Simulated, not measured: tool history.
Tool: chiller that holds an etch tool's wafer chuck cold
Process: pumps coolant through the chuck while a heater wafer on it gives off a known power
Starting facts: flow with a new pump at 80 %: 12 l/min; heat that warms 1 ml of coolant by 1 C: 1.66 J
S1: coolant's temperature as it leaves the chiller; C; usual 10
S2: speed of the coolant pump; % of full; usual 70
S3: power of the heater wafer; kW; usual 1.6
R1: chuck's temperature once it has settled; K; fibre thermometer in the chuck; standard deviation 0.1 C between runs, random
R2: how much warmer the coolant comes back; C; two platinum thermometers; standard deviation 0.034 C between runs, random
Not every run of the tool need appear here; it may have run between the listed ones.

run 1 hour=0 | S1=10 S2=70 S3=1.6 | R1=304.15 R2=5.74
run 2 hour=46.4 | S1=10 S2=70 S3=1.6 | R1=304.25 R2=5.79
run 3 hour=99.5 | S1=10 S2=70 S3=1.6 | R1=304.15 R2=5.81
run 4 hour=130.8 | S1=10 S2=70 S3=1.6 | R1=304.25 R2=5.81
run 5 hour=193.5 | S1=10 S2=70 S3=1.6 | R1=304.35 R2=5.81
run 6 hour=221.9 | S1=18 S2=70 S3=1.6 | R1=312.05 R2=5.81
-- hour=227.6 chiller's thermometer calibrated
run 7 hour=276.9 | S1=18 S2=70 S3=1.6 | R1=312.35 R2=5.87
run 8 hour=313.8 | S1=16 S2=70 S3=1.6 | R1=310.35 R2=5.82
run 9 hour=348.5 | S1=14 S2=70 S3=1.078 | R1=301.55 R2=3.92
run 10 hour=384.5 | S1=15 S2=83 S3=0.971 | R1=298.95 R2=2.94
run 11 hour=429.8 | S1=12 S2=80 S3=1.35 | R1=300.95 R2=4.27
run 12 hour=475.8 | S1=6 S2=87 S3=1.321 | R1=293.35 R2=3.83
-- hour=521.8 chiller's thermometer calibrated, once more
run 13 hour=528.4 | S1=7 S2=70 S3=1.6 | R1=301.85 R2=5.8
run 14 hour=563.3 | S1=10 S2=77 S3=1.548 | R1=302.35 R2=5.06
run 15 hour=595.2 | S1=17 S2=70 S3=2.181 | R1=319.85 R2=7.97

Pick out some run-to-run changes in R1. Of each, how much would a tool without hidden state show as well, from the settings, what came in and chance, and how much is left for the hidden state and any gauge scatter not in both results compared?
Hidden state present: heat passed by the chuck's channels, % of clean ones'; flow at a given pump speed, % of a new pump's; coolant's true temperature over the reading, C; drift of the gauge itself on chuck_c, C; drift of the gauge itself on warmer_back_c, C.
Run 14 -> 15: S1 10 -> 17, S2 77 -> 70, S3 1.548 -> 2.181. R1 +17.5 K: hidden state +1.9, all else +15.6.

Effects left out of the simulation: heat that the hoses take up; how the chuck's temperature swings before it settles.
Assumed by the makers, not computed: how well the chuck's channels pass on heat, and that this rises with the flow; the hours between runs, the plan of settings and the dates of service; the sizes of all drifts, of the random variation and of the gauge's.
